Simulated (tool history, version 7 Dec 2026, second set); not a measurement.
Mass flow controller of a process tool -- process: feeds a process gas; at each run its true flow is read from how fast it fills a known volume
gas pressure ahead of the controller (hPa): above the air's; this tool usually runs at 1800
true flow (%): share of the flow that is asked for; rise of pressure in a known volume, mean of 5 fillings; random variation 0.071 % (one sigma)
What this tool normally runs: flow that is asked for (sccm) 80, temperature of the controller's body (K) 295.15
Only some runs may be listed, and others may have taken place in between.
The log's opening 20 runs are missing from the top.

run,hour,flow that is asked for (sccm),gas pressure ahead of the controller (hPa),temperature of the controller's body (K),hours of work since the controller was set to zero,hours of work since the controller was changed,true flow (%)
21,6413.6,29,1800,295.15,1190,5671,98.64
22,6823.1,29,1800,295.15,1480,5960,98.67
23,7183.0,29,1800,295.15,1734,6214,98.61
24,7389.7,29,1800,295.15,1880,6360,98.61
25,7674.2,70,1960,295.15,2081,6562,99.50
26,8050.3,70,1960,295.15,2347,6827,99.67
27,8402.4,80,1720,310.15,2596,7076,98.32
28,8686.0,51,1700,294.15,2796,7276,99.21
29,9132.9,51,1700,294.15,3112,7592,99.17
# hour 9353.9: controller exchanged for a calibrated one
30,9353.9,25,2200,308.15,0,0,97.47
31,9637.3,43,2200,302.15,200,200,98.54
32,10032.1,43,2200,302.15,479,479,98.44
33,10228.7,43,2200,302.15,618,618,98.52
34,10526.3,43,2200,302.15,828,828,98.39
35,10903.4,56,2440,296.15,1095,1095,99.51
36,11131.2,56,2210,303.15,1256,1256,98.69
37,11460.2,80,1720,309.15,1488,1488,98.35
38,11815.4,11,1890,301.15,1739,1739,97.73
39,12032.1,11,1890,301.15,1892,1892,97.73
40,12401.8,11,1890,301.15,2154,2154,97.65
41,12781.3,52,1890,311.15,2422,2422,97.67
42,13209.9,80,1710,294.15,2725,2725,99.81
43,13420.7,28,1570,310.15,2873,2873,97.16

Run 44 has not been measured yet. What should we expect?
44,13631.0,25,2090,297.15,3022,3022,?

Run 44 measured true flow (%) 98.40.
The same run, on a tool lacking any hidden state, would have yielded true flow (%) 98.39.
